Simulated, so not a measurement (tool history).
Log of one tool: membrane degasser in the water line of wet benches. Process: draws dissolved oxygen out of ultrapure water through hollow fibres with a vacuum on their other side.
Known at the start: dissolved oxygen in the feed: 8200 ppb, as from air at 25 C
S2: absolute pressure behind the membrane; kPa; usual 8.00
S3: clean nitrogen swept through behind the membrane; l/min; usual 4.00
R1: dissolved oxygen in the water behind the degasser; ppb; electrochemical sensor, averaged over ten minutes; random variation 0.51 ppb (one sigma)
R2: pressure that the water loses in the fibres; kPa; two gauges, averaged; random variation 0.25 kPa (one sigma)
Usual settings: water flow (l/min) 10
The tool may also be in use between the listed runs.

{"run": 1, "hour": 0.0, "water flow (l/min)": 10, "S2": 8.0, "S3": 4.0, "R1": 45.9, "R2": 66.51}
{"run": 2, "hour": 86.8, "water flow (l/min)": 10, "S2": 8.0, "S3": 4.0, "R1": 45.9, "R2": 66.67}
{"hour": 206.9, "done": "vacuum gauge calibrated"}
{"run": 3, "hour": 226.3, "water flow (l/min)": 10, "S2": 8.0, "S3": 4.0, "R1": 44.1, "R2": 66.99}
{"run": 4, "hour": 293.4, "water flow (l/min)": 10, "S2": 8.0, "S3": 4.0, "R1": 44.6, "R2": 66.97}
{"run": 5, "hour": 435.8, "water flow (l/min)": 10, "S2": 8.0, "S3": 4.0, "R1": 44.6, "R2": 66.77}
{"run": 6, "hour": 511.4, "water flow (l/min)": 10, "S2": 8.0, "S3": 4.0, "R1": 44.2, "R2": 66.81}
{"run": 7, "hour": 661.0, "water flow (l/min)": 10, "S2": 8.0, "S3": 4.0, "R1": 45.1, "R2": 66.82}
{"run": 8, "hour": 812.3, "water flow (l/min)": 10, "S2": 8.0, "S3": 4.0, "R1": 44.4, "R2": 67.02}
{"run": 9, "hour": 892.0, "water flow (l/min)": 10, "S2": 8.0, "S3": 4.0, "R1": 45.5, "R2": 66.89}
{"run": 10, "hour": 979.9, "water flow (l/min)": 10, "S2": 8.0, "S3": 4.0, "R1": 44.6, "R2": 66.99}
{"run": 11, "hour": 1094.0, "water flow (l/min)": 10, "S2": 8.0, "S3": 4.0, "R1": 45.0, "R2": 67.0}
{"run": 12, "hour": 1158.0, "water flow (l/min)": 10, "S2": 8.0, "S3": 4.0, "R1": 45.0, "R2": 67.03}
{"run": 13, "hour": 1288.1, "water flow (l/min)": 10, "S2": 8.0, "S3": 4.0, "R1": 44.6, "R2": 67.15}
{"run": 14, "hour": 1410.0, "water flow (l/min)": 10, "S2": 8.0, "S3": 4.0, "R1": 44.5, "R2": 67.27}
{"run": 15, "hour": 1541.7, "water flow (l/min)": 10, "S2": 8.0, "S3": 4.0, "R1": 45.9, "R2": 66.91}
{"run": 16, "hour": 1626.7, "water flow (l/min)": 10, "S2": 8.0, "S3": 4.0, "R1": 45.2, "R2": 67.12}
{"run": 17, "hour": 1692.5, "water flow (l/min)": 15, "S2": 18.29, "S3": 3.54, "R1": 205.3, "R2": 100.76}
{"run": 18, "hour": 1760.3, "water flow (l/min)": 10, "S2": 8.06, "S3": 9.58, "R1": 27.0, "R2": 67.4}
{"run": 19, "hour": 1829.8, "water flow (l/min)": 10, "S2": 7.17, "S3": 9.58, "R1": 25.3, "R2": 67.31}
{"run": 20, "hour": 1891.5, "water flow (l/min)": 10, "S2": 7.17, "S3": 9.58, "R1": 25.8, "R2": 67.53}
{"run": 21, "hour": 2026.0, "water flow (l/min)": 6, "S2": 13.27, "S3": 1.92, "R1": 81.9, "R2": 40.5}
{"run": 22, "hour": 2088.1, "water flow (l/min)": 6, "S2": 13.27, "S3": 1.92, "R1": 84.0, "R2": 40.31}
{"run": 23, "hour": 2166.6, "water flow (l/min)": 6, "S2": 13.27, "S3": 1.92, "R1": 83.9, "R2": 40.29}
{"run": 24, "hour": 2301.8, "water flow (l/min)": 7, "S2": 11.53, "S3": 4.48, "R1": 38.0, "R2": 47.18}
{"run": 25, "hour": 2430.3, "water flow (l/min)": 14, "S2": 11.53, "S3": 4.48, "R1": 107.5, "R2": 94.5}
{"run": 26, "hour": 2501.1, "water flow (l/min)": 9, "S2": 6.06, "S3": 4.48, "R1": 25.3, "R2": 60.58}
{"run": 27, "hour": 2614.4, "water flow (l/min)": 9, "S2": 6.06, "S3": 4.48, "R1": 26.1, "R2": 60.86}
{"run": 28, "hour": 2709.5, "water flow (l/min)": 9, "S2": 6.06, "S3": 4.48, "R1": 25.8, "R2": 60.94}

Forecast run 29:
{"run": 29, "hour": 2837.2, "water flow (l/min)": 10, "S2": 16.26, "S3": 3.37, "R1": "?", "R2": "?"}

{"run 29": {"R1": 114.3, "R2": 67.99}}
Without the tool's hidden state the same run would have given R1 106.4 ppb, R2 65.48 kPa.
